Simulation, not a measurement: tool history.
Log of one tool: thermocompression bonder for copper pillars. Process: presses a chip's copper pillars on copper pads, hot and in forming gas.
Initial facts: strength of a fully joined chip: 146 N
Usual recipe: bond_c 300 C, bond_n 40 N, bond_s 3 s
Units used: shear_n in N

run,hour,bond_c,bond_n,bond_s,shear_n
1,0.0,300,40,3,78.6
2,14.4,300,40,3,77.5
3,21.4,301,40,3,79.1
4,34.1,301,40,3,77.5
5,47.0,301,40,2,68.8
# hour 56.5: forming gas filter changed
6,62.7,293,40,3,80.1
7,70.0,295,40,3,81.4
8,86.8,300,40,2,74.5
9,97.6,300,40,2,73.6
10,108.2,300,40,6,103.7
11,119.4,300,40,3,84.5
12,128.8,300,40,3,84.8
13,142.5,300,40,4,91.1
14,151.3,300,40,4,92.1
15,159.6,300,40,4,92.5
16,173.8,300,40,4,91.9
17,189.1,300,40,7,105.3
18,196.2,300,29,3,60.9
19,207.4,296,31,4,70.7
20,220.0,313,59,3,116.5
21,227.8,300,55,2,95.4
22,240.3,314,52,2,98.2
23,254.8,270,44,9,101.9
# hour 257.0: force cell calibrated
24,269.0,270,44,9,101.4
25,279.6,300,27,3,55.4
26,286.6,300,27,3,56.7
27,295.0,305,32,4,76.1
# hour 300.7: force cell calibrated, once more
28,306.3,277,24,4,45.0
29,319.5,323,40,3,92.7
30,329.0,323,40,3,91.8
31,337.5,281,55,3,92.2
32,345.2,284,25,8,63.6
33,356.2,287,60,2,95.4
34,367.9,287,60,2,93.0

Alternative continuations, all from the tool just after run 34; predict every row:
A,376.8,292,40,2,?
B,376.8,300,33,2,?
C,376.8,311,37,3,?
D,376.8,287,42,2,?
E,376.8,302,26,3,?

run,shear_n
A,67.2
B,57.9
C,80.9
D,68.1
E,53.6
Stripped of hidden state, with their random variation kept, the same runs would have yielded:
run,shear_n
A,64.4
B,55.3
C,78.9
D,65.2
E,51.1

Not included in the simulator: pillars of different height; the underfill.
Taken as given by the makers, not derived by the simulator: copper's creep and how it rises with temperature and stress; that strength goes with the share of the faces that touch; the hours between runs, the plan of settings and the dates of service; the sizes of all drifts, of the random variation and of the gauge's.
